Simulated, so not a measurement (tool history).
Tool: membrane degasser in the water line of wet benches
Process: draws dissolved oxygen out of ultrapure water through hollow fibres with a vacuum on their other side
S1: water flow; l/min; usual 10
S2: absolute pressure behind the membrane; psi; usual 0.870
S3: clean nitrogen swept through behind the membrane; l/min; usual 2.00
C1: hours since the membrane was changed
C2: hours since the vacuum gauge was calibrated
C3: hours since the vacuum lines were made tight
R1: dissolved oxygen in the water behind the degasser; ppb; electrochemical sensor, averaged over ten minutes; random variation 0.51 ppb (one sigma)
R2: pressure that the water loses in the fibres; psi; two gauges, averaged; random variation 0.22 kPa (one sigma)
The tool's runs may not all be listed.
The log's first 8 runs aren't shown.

run	day	S1	S2	S3	C1	C2	C3	R1	R2
9	19.638	10	1.916	2.00	1981	409	2851	124.8	7.604
10	23.571	10	1.916	2.00	2075	503	2945	128.7	7.616
11	26.442	10	1.916	2.00	2144	572	3014	125.8	7.601
12	30.738	10	0.870	2.00	2247	675	3117	41.7	7.633
13	34.800	10	0.870	2.00	2345	773	3215	41.3	7.617
14	37.896	10	0.870	2.00	2419	847	3289	42.1	7.526
15	42.067	10	0.870	1.13	2519	947	3389	66.6	7.616
16	46.133	10	0.870	2.00	2617	1045	3487	42.0	7.496
17	49.208	9	0.645	5.40	2690	1118	3561	9.7	6.796
18	50.967	13	0.922	1.57	2733	1161	3603	86.0	9.794
19	54.825	10	1.104	2.00	2825	1253	3695	60.9	7.542
20	56.971	8	1.848	4.64	2877	1305	3747	42.8	6.047
21	60.450	13	1.263	4.46	2960	1388	3830	63.0	9.810
22	62.929	13	1.263	4.46	3020	1448	3890	63.9	9.749
23	66.483	10	1.716	2.00	3105	1533	3975	112.1	7.516
24	70.042	15	1.102	1.13	3190	1618	4061	170.1	11.191
25	74.117	9	0.827	1.53	3288	1716	4158	39.4	6.746
26	76.412	13	0.650	4.15	3343	1771	4214	33.5	9.805
27	79.525	9	0.870	3.19	3418	1846	4288	24.2	6.696
28	82.733	9	0.870	3.19	3495	1923	4365	24.4	6.756
29	85.562	10	0.545	0.96	3563	1991	4433	20.4	7.510
30	89.792	10	1.735	3.46	3664	2092	4535	68.9	7.449
31	92.662	10	1.735	3.46	3733	2161	4604	69.0	7.474

Forecast each of these 3 alternatives for the next run:
A	96.929	6	0.785	1.42	3836	2264	4706	?	?
B	96.929	15	0.870	2.00	3836	2264	4706	?	?
C	96.929	12	1.227	3.46	3836	2264	4706	?	?

run	R1	R2
A	23.9	4.480
B	91.8	11.149
C	61.5	8.933
Without the tool's hidden state the same runs would have given:
run	R1	R2
A	23.8	4.579
B	91.5	11.399
C	61.3	9.133

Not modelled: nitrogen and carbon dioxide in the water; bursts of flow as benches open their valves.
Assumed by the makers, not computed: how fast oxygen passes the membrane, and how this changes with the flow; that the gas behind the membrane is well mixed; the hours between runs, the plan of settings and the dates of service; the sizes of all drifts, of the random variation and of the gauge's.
